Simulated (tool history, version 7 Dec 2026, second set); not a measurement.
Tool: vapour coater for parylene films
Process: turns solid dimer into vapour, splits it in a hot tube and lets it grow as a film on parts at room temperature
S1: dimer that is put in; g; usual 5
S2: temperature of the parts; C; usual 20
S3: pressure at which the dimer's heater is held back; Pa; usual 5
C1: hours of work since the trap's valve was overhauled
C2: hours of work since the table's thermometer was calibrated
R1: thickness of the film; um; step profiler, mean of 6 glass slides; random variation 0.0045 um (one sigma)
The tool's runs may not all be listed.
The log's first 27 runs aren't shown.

run     day  S1  S2     S3   C1   C2     R1
 28  22.167   7  27   6.09  253  521  1.335
 29  23.154   4  32      5  262  530  0.655
 30  24.158   5  26   2.43  272  540  1.194
 31  25.125   7  13   4.81  282  549  2.475
 32  26.192   6  26      5  292  560   1.23
 33  26.946   6  26      5  299  567  1.231
 34  27.483   6  26      5  305  572  1.218
 35  28.271   6  26      5  312  580  1.223
 36  28.829   6  28   6.93  318  585  1.061
 37  29.921   6  28   6.93  328  596  1.057
 38  30.817   6  28   6.93  337  605  1.052
 39  31.517   6  28   6.93  344  612  1.052
 40  32.079   5  24   2.73  349  617  1.247
 41  33.004   5  12   2.73  358  626  2.016
 42  33.925   9  12   4.14  367  635  3.344
 43  34.433   3  19      5  372  640  0.802
     35.267  -- gauge calibrated
 44  35.292   2  12   5.26  381  648  0.745
 45  35.788   3  16  10.04  386  653  0.823
 46  36.554   5  16      5  393  661  1.584
 47  37.462   6  17   3.18  402  670  2.001

Forecast each of these 4 alternatives for the next run:
  A  38.458   4  18     5  412  679   ?
  B  38.458   5  18  5.49  412  679   ?
  C  38.458   3  25     5  412  679   ?
  D  38.458   6  17  2.44  412  679   ?

run     R1
  A   1.17
  B  1.431
  C  0.647
  D  2.111
Without the tool's hidden state the same runs would have given:
run     R1
  A  1.179
  B  1.442
  C  0.652
  D  2.127

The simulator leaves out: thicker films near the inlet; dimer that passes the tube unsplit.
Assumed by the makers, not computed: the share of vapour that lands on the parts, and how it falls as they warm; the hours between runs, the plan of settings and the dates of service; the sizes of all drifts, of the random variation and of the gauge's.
